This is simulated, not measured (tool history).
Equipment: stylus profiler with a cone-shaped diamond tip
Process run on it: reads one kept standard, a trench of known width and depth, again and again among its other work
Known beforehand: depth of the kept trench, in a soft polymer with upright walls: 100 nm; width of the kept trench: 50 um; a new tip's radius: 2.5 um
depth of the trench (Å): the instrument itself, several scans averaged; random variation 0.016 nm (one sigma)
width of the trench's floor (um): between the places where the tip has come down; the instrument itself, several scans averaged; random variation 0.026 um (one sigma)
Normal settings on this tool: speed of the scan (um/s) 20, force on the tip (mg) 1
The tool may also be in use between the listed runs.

run    hour  speed of the scan (um/s)  force on the tip (mg)  depth of the trench (Å)  width of the trench's floor (um)
  1       0                        20                      1                   1011.3                             47.97
  2    15.3                        20                      1                   1011.3                             47.99
  3    46.7                        20                   2.22                   1017.1                             47.97
  4    64.1                        20                   2.22                   1017.1                                48
  5    94.5                        14                      1                   1011.4                             47.99
      119.5  -- new tip fitted, height scale calibrated
  6   120.7                        14                      1                   1008.3                             48.54
  7   136.6                         7                      1                     1008                             48.58
  8   153.1                         7                      1                   1008.2                             48.55
  9   187.8                         7                      1                   1008.2                             48.55
 10   223.8                         7                      1                   1008.5                             48.55
 11   260.3                         7                      1                   1008.7                             48.51
 12   291.7                         7                      1                   1008.3                             48.53
 13   319.5                        20                      1                   1008.3                             48.47
 14   352.7                        20                      1                   1008.4                             48.48
 15   378.7                        20                      1                   1008.5                             48.49
 16   399.7                        20                      1                   1008.5                             48.41
 17   414.9                        26                      1                   1008.5                             48.41
 18   444.4                        26                      1                   1008.7                             48.45
 19   476.4                        12                      1                   1008.4                             48.45
 20   510.3                        20                   2.48                   1015.5                             48.46
 21   526.2                        20                      1                   1008.6                             48.41
 22   560.9                        20                    1.5                   1011.2                             48.42
 23   592.4                        28                   1.22                   1009.7                             48.36
 24   621.2                        30                      1                   1008.5                             48.37
 25   650.4                         9                    1.2                   1009.8                             48.46
 26   679.5                        64                   0.94                   1008.3                             48.22
 27   711.9                         6                   0.98                   1008.6                             48.46
 28   736.1                        20                   0.99                   1008.7                             48.37
 29   763.1                        79                   0.82                   1007.8                             48.04
 30   780.7                        20                   1.68                   1012.4                             48.41
 31   815.3                        64                      1                   1008.9                             48.18
 32   830.1                        64                      1                   1008.7                             48.21
 33   850.6                         6                   0.93                   1008.6                             48.43
 34     871                         8                   1.42                   1011.3                             48.41
 35   906.9                         6                   1.42                   1011.5                             48.41
 36   928.8                         6                   1.42                   1011.2                             48.38
 37   962.7                        70                      1                     1009                             48.15
 38   991.5                         6                   2.91                   1017.9                              48.4
 39  1022.7                        28                   2.91                   1017.8                             48.31
 40  1056.9                         7                   1.44                   1011.3                             48.28
 41  1081.5                        58                      1                   1009.2                             48.16
 42  1111.4                        58                   0.49                   1005.8                             47.99
 43  1147.4                        11                   1.88                   1013.8                             48.35
 44  1169.9                        11                   1.88                   1013.8                             48.35

Forecast each of these 5 alternatives for the next run:
  A  1192.8                        41                   0.59                        ?                                 ?
  B  1192.8                         6                   0.68                        ?                                 ?
  C  1192.8                        23                      1                        ?                                 ?
  D  1192.8                         9                   2.52                        ?                                 ?
  E  1192.8                         5                   1.88                        ?                                 ?

run  depth of the trench (Å)  width of the trench's floor (um)
  A                   1006.6                             48.16
  B                   1007.4                             48.33
  C                   1009.2                             48.33
  D                   1016.2                             48.32
  E                   1013.8                             48.42
Without the tool's unlogged condition, the same runs would have read:
run  depth of the trench (Å)  width of the trench's floor (um)
  A                   1005.6                             48.39
  B                   1006.5                             48.56
  C                   1008.2                             48.56
  D                   1015.3                             48.55
  E                   1012.9                             48.65

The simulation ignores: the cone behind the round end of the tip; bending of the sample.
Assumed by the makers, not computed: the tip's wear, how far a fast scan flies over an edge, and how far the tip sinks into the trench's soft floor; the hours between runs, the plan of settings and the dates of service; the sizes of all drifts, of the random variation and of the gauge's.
